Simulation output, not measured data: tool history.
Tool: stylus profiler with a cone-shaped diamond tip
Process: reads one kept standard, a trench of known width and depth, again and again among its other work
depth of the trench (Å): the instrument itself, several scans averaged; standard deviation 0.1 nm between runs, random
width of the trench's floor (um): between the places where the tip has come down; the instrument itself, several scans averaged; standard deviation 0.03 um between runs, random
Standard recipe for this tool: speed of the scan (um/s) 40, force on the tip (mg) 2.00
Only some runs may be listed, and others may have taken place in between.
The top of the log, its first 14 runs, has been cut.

run	hour	speed of the scan (um/s)	force on the tip (mg)	scans with this tip	hours of work since the height scale was calibrated	depth of the trench (Å)	width of the trench's floor (um)
15	244.3	40	2.00	4016	312	2028.6	47.97
16	267.5	40	4.10	4168	323	2043.2	48.04
17	287.2	40	2.07	4299	334	2027.8	47.99
18	301.2	139	2.07	4391	341	2030.0	47.52
19	314.9	139	2.07	4481	348	2029.0	47.49
# hour 316.4: height scale calibrated on a step standard
20	334.8	17	0.91	4609	9	2019.0	48.05
21	352.0	12	3.93	4722	18	2043.6	48.10
22	370.5	88	2.00	4844	28	2030.9	47.72
23	382.2	97	0.68	4921	34	2016.2	47.41
# hour 402.1: height scale calibrated on a step standard, once more
24	402.1	40	1.66	5049	0	2023.6	47.94
25	417.7	40	1.66	5152	8	2022.7	47.90
26	436.2	59	3.82	5274	17	2042.2	47.90
27	454.9	141	1.53	5397	27	2022.1	47.35
28	470.6	141	1.14	5501	35	2019.5	47.28
29	483.8	54	2.11	5587	42	2028.2	47.86
30	507.6	33	2.00	5745	54	2026.1	47.99
31	523.1	20	2.45	5846	62	2030.2	48.01
32	543.8	58	1.99	5983	73	2026.2	47.83
33	558.3	58	1.99	6078	80	2028.1	47.80
34	569.5	159	1.29	6152	86	2020.5	47.19
35	580.4	159	1.29	6224	91	2019.4	47.19
36	600.2	13	1.61	6355	101	2023.5	48.00

For run 37, what comes out?
37	613.2	67	0.96	6440	108	?	?

Run 37 came out at depth of the trench (Å) 2017.6, width of the trench's floor (um) 47.65.
Without the tool's hidden state the same run would have given depth of the trench (Å) 2016.4, width of the trench's floor (um) 47.82.
